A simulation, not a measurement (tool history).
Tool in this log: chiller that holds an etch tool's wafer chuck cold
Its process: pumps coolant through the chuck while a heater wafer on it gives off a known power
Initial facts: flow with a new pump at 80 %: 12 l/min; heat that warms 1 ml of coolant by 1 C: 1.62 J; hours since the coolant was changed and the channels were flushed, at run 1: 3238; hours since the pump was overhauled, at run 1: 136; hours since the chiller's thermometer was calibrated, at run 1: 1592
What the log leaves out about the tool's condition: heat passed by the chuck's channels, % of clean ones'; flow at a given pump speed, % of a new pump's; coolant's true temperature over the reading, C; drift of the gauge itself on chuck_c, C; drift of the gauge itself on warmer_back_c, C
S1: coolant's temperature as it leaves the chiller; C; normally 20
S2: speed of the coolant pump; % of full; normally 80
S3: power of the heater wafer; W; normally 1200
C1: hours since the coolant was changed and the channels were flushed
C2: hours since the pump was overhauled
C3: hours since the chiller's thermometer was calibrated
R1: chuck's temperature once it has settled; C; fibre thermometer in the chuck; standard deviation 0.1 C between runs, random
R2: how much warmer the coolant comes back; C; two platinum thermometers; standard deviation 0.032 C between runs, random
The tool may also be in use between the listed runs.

run,hour,S1,S2,S3,C1,C2,C3,R1,R2
1,0,20,80,1200,3238,136,1592,29.2,3.74
2,30,10,80,1200,3268,166,1622,19.4,3.74
3,60,10,80,1200,3298,196,1652,19.3,3.67
4,85.3,10,92,1200,3323,221,1677,18.2,3.17
5,121.8,20,80,1200,3359,258,1714,29.1,3.73
6,160.7,20,80,1170,3398,297,1753,29.1,3.56
7,190.6,15,80,1170,3428,327,1782,23.9,3.61
8,223.2,15,80,1170,3461,359,1815,24.2,3.56
9,262.3,15,80,1170,3500,398,1854,24.2,3.64
10,307.3,20,80,1200,3545,443,1899,29.3,3.75
11,333.7,20,84,1200,3571,470,1926,29,3.55
12,379.4,20,84,1200,3617,516,1971,29,3.56
13,424.7,20,84,1200,3662,561,2017,29.1,3.53
14,452,20,80,894,3690,588,2044,27,2.81
15,498.3,20,80,894,3736,634,2090,27,2.79
16,522.1,20,92,1200,3760,658,2114,28.4,3.21
17,556.7,20,92,1200,3794,693,2149,28.3,3.24
18,583.1,23,98,681,3821,719,2175,27.4,1.7
19,627,12,62,1702,3865,763,2219,28.9,7
20,658.8,11,80,987,3896,795,2251,18.6,3.07
21,693.8,11,68,1420,3931,830,2286,24,5.31
22,713.8,11,68,1420,3951,850,2306,24.1,5.3
23,735.4,11,68,1420,3973,871,2327,23.9,5.25
24,764.2,11,82,934,4002,900,2356,18.2,2.85
25,790.3,27,78,1260,4028,926,2382,37.1,4.07
26,830.2,24,90,1200,4068,966,2422,32.6,3.36
27,859.3,24,90,1200,4097,995,2451,32.5,3.32
28,887.7,24,90,1200,4125,1024,2480,32.7,3.35
29,914.6,14,89,1391,4152,1051,2507,24.2,3.9
30,947.3,11,77,759,4185,1083,2539,17.3,2.55
31,986.4,12,92,932,4224,1123,2578,18.5,2.48
32,1030.6,20,77,1395,4268,1167,2623,31.6,4.63
33,1070.8,20,77,1395,4308,1207,2663,31.6,4.56

For some of the steps in R1 from one run to the next: how much would appear even if the tool had no hidden state, given the settings, what came in and random variation, and how much remains for the hidden state plus any gauge scatter that the measured result and the result without hidden state don't share?
Run 4 -> 5: S1 10 -> 20, S2 92 -> 80. R1 +10.9 C: hidden state +0.1, all else +10.8.
Run 18 -> 19: S1 23 -> 12, S2 98 -> 62, S3 681 -> 1702. R1 +1.5 C: hidden state +1.2, all else +0.3.
Run 19 -> 20: S1 12 -> 11, S2 62 -> 80, S3 1702 -> 987. R1 -10.3 C: hidden state -0.8, all else -9.5.
Run 23 -> 24: S2 68 -> 82, S3 1420 -> 934. R1 -5.7 C: hidden state -0.6, all else -5.1.
Run 24 -> 25: S1 11 -> 27, S2 82 -> 78, S3 934 -> 1260. R1 +18.9 C: hidden state +0.3, all else +18.6.
Run 31 -> 32: S1 12 -> 20, S2 92 -> 77, S3 932 -> 1395. R1 +13.1 C: hidden state +0.6, all else +12.5.
